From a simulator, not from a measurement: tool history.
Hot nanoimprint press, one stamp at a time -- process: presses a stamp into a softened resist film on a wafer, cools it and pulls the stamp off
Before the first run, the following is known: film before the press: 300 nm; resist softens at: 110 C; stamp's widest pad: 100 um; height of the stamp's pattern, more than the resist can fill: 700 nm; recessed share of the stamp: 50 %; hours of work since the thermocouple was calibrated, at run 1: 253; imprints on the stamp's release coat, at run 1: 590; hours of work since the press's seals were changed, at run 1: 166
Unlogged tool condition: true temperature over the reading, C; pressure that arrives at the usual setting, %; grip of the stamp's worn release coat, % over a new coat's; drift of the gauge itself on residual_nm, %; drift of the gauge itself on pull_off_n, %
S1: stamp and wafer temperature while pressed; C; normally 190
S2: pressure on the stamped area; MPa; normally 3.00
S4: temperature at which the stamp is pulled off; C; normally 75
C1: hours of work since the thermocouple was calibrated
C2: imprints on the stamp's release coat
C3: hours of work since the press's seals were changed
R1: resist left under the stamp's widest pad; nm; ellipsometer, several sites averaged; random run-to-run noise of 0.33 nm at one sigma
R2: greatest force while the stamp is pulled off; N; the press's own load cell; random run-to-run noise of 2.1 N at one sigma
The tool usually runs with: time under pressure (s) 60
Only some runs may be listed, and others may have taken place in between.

{"run": 1, "hour": 0.0, "S1": 190, "S2": 3.0, "time under pressure (s)": 60, "S4": 75, "C1": 253, "C2": 590, "C3": 166, "R1": 148.1, "R2": 94}
{"hour": 16.5, "done": "plate thermocouple calibrated"}
{"run": 2, "hour": 21.7, "S1": 190, "S2": 3.0, "time under pressure (s)": 60, "S4": 61, "C1": 2, "C2": 650, "C3": 175, "R1": 148.2, "R2": 105}
{"run": 3, "hour": 33.3, "S1": 190, "S2": 3.0, "time under pressure (s)": 60, "S4": 61, "C1": 8, "C2": 688, "C3": 181, "R1": 147.7, "R2": 100}
{"run": 4, "hour": 51.3, "S1": 190, "S2": 3.0, "time under pressure (s)": 60, "S4": 61, "C1": 16, "C2": 746, "C3": 189, "R1": 147.8, "R2": 102}
{"run": 5, "hour": 62.2, "S1": 190, "S2": 3.0, "time under pressure (s)": 49, "S4": 61, "C1": 22, "C2": 782, "C3": 194, "R1": 157.1, "R2": 104}
{"run": 6, "hour": 71.3, "S1": 190, "S2": 3.0, "time under pressure (s)": 49, "S4": 61, "C1": 26, "C2": 811, "C3": 199, "R1": 157.3, "R2": 109}
{"run": 7, "hour": 88.8, "S1": 190, "S2": 3.0, "time under pressure (s)": 60, "S4": 75, "C1": 34, "C2": 868, "C3": 207, "R1": 148.1, "R2": 98}
{"run": 8, "hour": 100.7, "S1": 187, "S2": 3.0, "time under pressure (s)": 60, "S4": 75, "C1": 40, "C2": 907, "C3": 213, "R1": 158.2, "R2": 91}
{"run": 9, "hour": 116.6, "S1": 187, "S2": 3.0, "time under pressure (s)": 60, "S4": 75, "C1": 47, "C2": 958, "C3": 220, "R1": 158.6, "R2": 95}
{"run": 10, "hour": 127.0, "S1": 190, "S2": 3.0, "time under pressure (s)": 60, "S4": 75, "C1": 52, "C2": 992, "C3": 225, "R1": 147.4, "R2": 93}
{"run": 11, "hour": 136.0, "S1": 190, "S2": 3.0, "time under pressure (s)": 60, "S4": 75, "C1": 57, "C2": 1021, "C3": 229, "R1": 147.6, "R2": 94}
{"run": 12, "hour": 146.8, "S1": 197, "S2": 3.0, "time under pressure (s)": 60, "S4": 75, "C1": 62, "C2": 1056, "C3": 234, "R1": 126.4, "R2": 94}
{"run": 13, "hour": 157.5, "S1": 197, "S2": 3.0, "time under pressure (s)": 60, "S4": 75, "C1": 67, "C2": 1091, "C3": 240, "R1": 126.5, "R2": 91}
{"run": 14, "hour": 172.1, "S1": 197, "S2": 3.0, "time under pressure (s)": 60, "S4": 75, "C1": 74, "C2": 1138, "C3": 246, "R1": 127.0, "R2": 93}
{"run": 15, "hour": 189.6, "S1": 186, "S2": 3.0, "time under pressure (s)": 60, "S4": 75, "C1": 82, "C2": 1195, "C3": 255, "R1": 162.0, "R2": 93}
{"run": 16, "hour": 198.0, "S1": 190, "S2": 2.41, "time under pressure (s)": 43, "S4": 75, "C1": 86, "C2": 1222, "C3": 259, "R1": 183.4, "R2": 91}
{"run": 17, "hour": 216.4, "S1": 190, "S2": 3.0, "time under pressure (s)": 57, "S4": 76, "C1": 95, "C2": 1282, "C3": 267, "R1": 150.3, "R2": 88}
{"run": 18, "hour": 235.1, "S1": 190, "S2": 1.84, "time under pressure (s)": 32, "S4": 71, "C1": 103, "C2": 1342, "C3": 276, "R1": 219.7, "R2": 98}
{"run": 19, "hour": 245.5, "S1": 189, "S2": 2.28, "time under pressure (s)": 51, "S4": 68, "C1": 108, "C2": 1376, "C3": 281, "R1": 183.0, "R2": 100}
{"hour": 258.3, "done": "stamp cleaned and given a new release coat"}
{"run": 20, "hour": 269.8, "S1": 197, "S2": 2.97, "time under pressure (s)": 34, "S4": 63, "C1": 117, "C2": 38, "C3": 290, "R1": 152.3, "R2": 99}

Forecast run 21:
{"run": 21, "hour": 278.1, "S1": 195, "S2": 4.3, "time under pressure (s)": 35, "S4": 68, "C1": 121, "C2": 65, "C3": 294, "R1": "?", "R2": "?"}

{"run 21": {"R1": 128.3, "R2": 100}}
The same run, on a tool lacking any hidden state, would have yielded R1 128.3 nm, R2 99 N.
